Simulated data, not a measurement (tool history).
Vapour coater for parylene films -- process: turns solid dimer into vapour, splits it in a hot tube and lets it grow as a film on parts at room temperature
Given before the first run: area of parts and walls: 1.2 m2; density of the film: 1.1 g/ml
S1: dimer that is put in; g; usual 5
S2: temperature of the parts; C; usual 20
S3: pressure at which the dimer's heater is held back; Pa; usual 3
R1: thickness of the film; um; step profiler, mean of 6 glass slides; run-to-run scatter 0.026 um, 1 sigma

{"run": 1, "day": 0.0, "S1": 5, "S2": 20, "S3": 3, "R1": 1.76}
{"run": 2, "day": 0.854, "S1": 5, "S2": 20, "S3": 3, "R1": 1.77}
{"run": 3, "day": 1.4, "S1": 5, "S2": 20, "S3": 3, "R1": 1.82}
{"run": 4, "day": 1.962, "S1": 5, "S2": 20, "S3": 3, "R1": 1.78}
{"run": 5, "day": 2.517, "S1": 5, "S2": 20, "S3": 3, "R1": 1.79}
{"day": 2.938, "done": "trap's valve overhauled"}
{"run": 6, "day": 3.079, "S1": 5, "S2": 20, "S3": 3, "R1": 2.13}
{"run": 7, "day": 3.833, "S1": 5, "S2": 20, "S3": 3, "R1": 2.06}
{"run": 8, "day": 4.508, "S1": 5, "S2": 14, "S3": 3, "R1": 2.75}
{"run": 9, "day": 5.417, "S1": 5, "S2": 20, "S3": 3, "R1": 2.1}
{"run": 10, "day": 6.008, "S1": 5, "S2": 20, "S3": 3, "R1": 2.11}
{"run": 11, "day": 6.483, "S1": 5, "S2": 20, "S3": 3, "R1": 2.07}
{"run": 12, "day": 7.379, "S1": 5, "S2": 20, "S3": 3, "R1": 2.09}
{"run": 13, "day": 7.8, "S1": 5, "S2": 20, "S3": 3, "R1": 2.07}
{"run": 14, "day": 8.338, "S1": 5, "S2": 20, "S3": 3, "R1": 2.08}
{"run": 15, "day": 9.062, "S1": 5, "S2": 20, "S3": 3, "R1": 2.02}
{"run": 16, "day": 9.642, "S1": 5, "S2": 20, "S3": 3, "R1": 2.06}
{"run": 17, "day": 10.475, "S1": 5, "S2": 20, "S3": 11.63, "R1": 1.47}
{"run": 18, "day": 11.121, "S1": 5, "S2": 20, "S3": 11.63, "R1": 1.53}
{"run": 19, "day": 11.858, "S1": 5, "S2": 20, "S3": 11.63, "R1": 1.53}
{"run": 20, "day": 12.5, "S1": 5, "S2": 20, "S3": 11.63, "R1": 1.54}
{"run": 21, "day": 13.225, "S1": 5, "S2": 20, "S3": 11.63, "R1": 1.5}
{"run": 22, "day": 13.65, "S1": 3, "S2": 20, "S3": 3, "R1": 1.22}
{"run": 23, "day": 14.408, "S1": 4, "S2": 14, "S3": 3, "R1": 2.13}
{"run": 24, "day": 15.025, "S1": 9, "S2": 14, "S3": 8.37, "R1": 3.8}
{"run": 25, "day": 15.596, "S1": 9, "S2": 14, "S3": 8.37, "R1": 3.76}
{"run": 26, "day": 16.358, "S1": 3, "S2": 25, "S3": 3.35, "R1": 0.94}
{"run": 27, "day": 16.738, "S1": 6, "S2": 15, "S3": 8.68, "R1": 2.41}
{"run": 28, "day": 17.642, "S1": 6, "S2": 15, "S3": 8.68, "R1": 2.37}
{"run": 29, "day": 18.554, "S1": 6, "S2": 15, "S3": 8.68, "R1": 2.33}
{"run": 30, "day": 19.446, "S1": 3, "S2": 14, "S3": 2.58, "R1": 1.58}
{"run": 31, "day": 20.142, "S1": 3, "S2": 20, "S3": 7.86, "R1": 0.99}
{"run": 32, "day": 20.775, "S1": 3, "S2": 15, "S3": 7.86, "R1": 1.21}
{"run": 33, "day": 21.242, "S1": 8, "S2": 24, "S3": 7.86, "R1": 2.16}
{"run": 34, "day": 22.142, "S1": 2, "S2": 13, "S3": 2.15, "R1": 1.17}
{"run": 35, "day": 23.012, "S1": 6, "S2": 13, "S3": 6.18, "R1": 2.68}
{"run": 36, "day": 23.629, "S1": 5, "S2": 12, "S3": 9.57, "R1": 2.17}
{"run": 37, "day": 24.504, "S1": 5, "S2": 19, "S3": 10.37, "R1": 1.55}
{"run": 38, "day": 25.338, "S1": 7, "S2": 27, "S3": 8.8, "R1": 1.58}
{"run": 39, "day": 26.008, "S1": 3, "S2": 28, "S3": 3.3, "R1": 0.86}
{"run": 40, "day": 26.904, "S1": 8, "S2": 14, "S3": 5.76, "R1": 3.51}
{"run": 41, "day": 27.517, "S1": 4, "S2": 18, "S3": 5.29, "R1": 1.5}
{"run": 42, "day": 28.042, "S1": 4, "S2": 18, "S3": 5.29, "R1": 1.5}
{"run": 43, "day": 28.792, "S1": 4, "S2": 18, "S3": 5.29, "R1": 1.49}

What if the next run were any one of these 4? Each begins from the tool's condition after run 43:
{"run": "A", "day": 29.408, "S1": 5, "S2": 12, "S3": 2.02, "R1": "?"}
{"run": "B", "day": 29.408, "S1": 6, "S2": 27, "S3": 2.43, "R1": "?"}
{"run": "C", "day": 29.408, "S1": 6, "S2": 31, "S3": 4.75, "R1": "?"}
{"run": "D", "day": 29.408, "S1": 4, "S2": 20, "S3": 5.29, "R1": "?"}

run=A R1=3.07
run=B R1=1.85
run=C R1=1.32
run=D R1=1.37
With no hidden state in the tool, these same runs would have given:
run=A R1=3.31
run=B R1=2
run=C R1=1.42
run=D R1=1.48
